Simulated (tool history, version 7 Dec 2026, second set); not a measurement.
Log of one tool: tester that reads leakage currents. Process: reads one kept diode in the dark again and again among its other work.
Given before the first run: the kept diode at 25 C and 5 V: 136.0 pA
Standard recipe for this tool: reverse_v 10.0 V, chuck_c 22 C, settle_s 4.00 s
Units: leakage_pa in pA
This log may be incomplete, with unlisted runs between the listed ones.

Run 1, day 0.000: usual settings. Result: leakage_pa 154.61 pA.
Run 2, day 3.071: usual settings but reverse_v 6.2 V. Result: leakage_pa 119.21 pA.
Run 3, day 7.950: usual settings but reverse_v 6.2 V, settle_s 0.36 s. Result: leakage_pa 122.08 pA.
Run 4, day 13.983: usual settings but settle_s 0.45 s. Result: leakage_pa 159.63 pA.
Run 5, day 19.646: usual settings. Result: leakage_pa 154.87 pA.
At day 21.417: chuck's temperature calibrated.
Run 6, day 24.700: usual settings. Result: leakage_pa 155.00 pA.
Run 7, day 27.583: usual settings but reverse_v 6.6 V. Result: leakage_pa 123.09 pA.
Run 8, day 33.188: usual settings but reverse_v 6.6 V. Result: leakage_pa 123.04 pA.
Run 9, day 36.917: usual settings but settle_s 2.82 s. Result: leakage_pa 154.27 pA.
Run 10, day 42.158: usual settings but settle_s 2.82 s. Result: leakage_pa 154.87 pA.
Run 11, day 44.912: usual settings but reverse_v 2.6 V, chuck_c 37 C, settle_s 1.71 s. Result: leakage_pa 250.77 pA.
Run 12, day 47.675: usual settings but chuck_c 41 C, settle_s 3.14 s. Result: leakage_pa 712.95 pA.
Run 13, day 52.012: usual settings but reverse_v 1.1 V, chuck_c 49 C. Result: leakage_pa 387.06 pA.
Run 14, day 55.604: usual settings but reverse_v 13.3 V, chuck_c 37 C, settle_s 0.48 s. Result: leakage_pa 618.22 pA.
At day 57.483: chuck's temperature calibrated.
Run 15, day 60.262: usual settings but reverse_v 13.3 V, chuck_c 37 C, settle_s 0.48 s. Result: leakage_pa 621.52 pA.
Run 16, day 64.862: usual settings but reverse_v 13.3 V, chuck_c 37 C, settle_s 0.48 s. Result: leakage_pa 618.94 pA.
Run 17, day 67.533: usual settings but reverse_v 13.3 V, chuck_c 37 C, settle_s 0.48 s. Result: leakage_pa 619.19 pA.
Run 18, day 72.725: usual settings but reverse_v 2.4 V, chuck_c 48 C, settle_s 4.85 s. Result: leakage_pa 549.33 pA.
Run 19, day 77.621: usual settings but reverse_v 2.4 V, chuck_c 48 C, settle_s 4.85 s. Result: leakage_pa 553.43 pA.

Consider 3 possible next runs. They are alternatives, not a sequence: every one starts from the tool as it was left by run 19. What does each give?
Run A, day 82.662: usual settings but reverse_v 5.7 V. Result: leakage_pa ?.
Run B, day 82.662: usual settings but reverse_v 6.0 V, chuck_c 32 C, settle_s 0.56 s. Result: leakage_pa ?.
Run C, day 82.662: usual settings but reverse_v 1.9 V. Result: leakage_pa ?.

run  leakage_pa
  A      113.61
  B      269.81
  C       62.28
Stripped of hidden state, with their random variation kept, the same runs would have yielded:
run  leakage_pa
  A      113.48
  B      269.55
  C       62.21
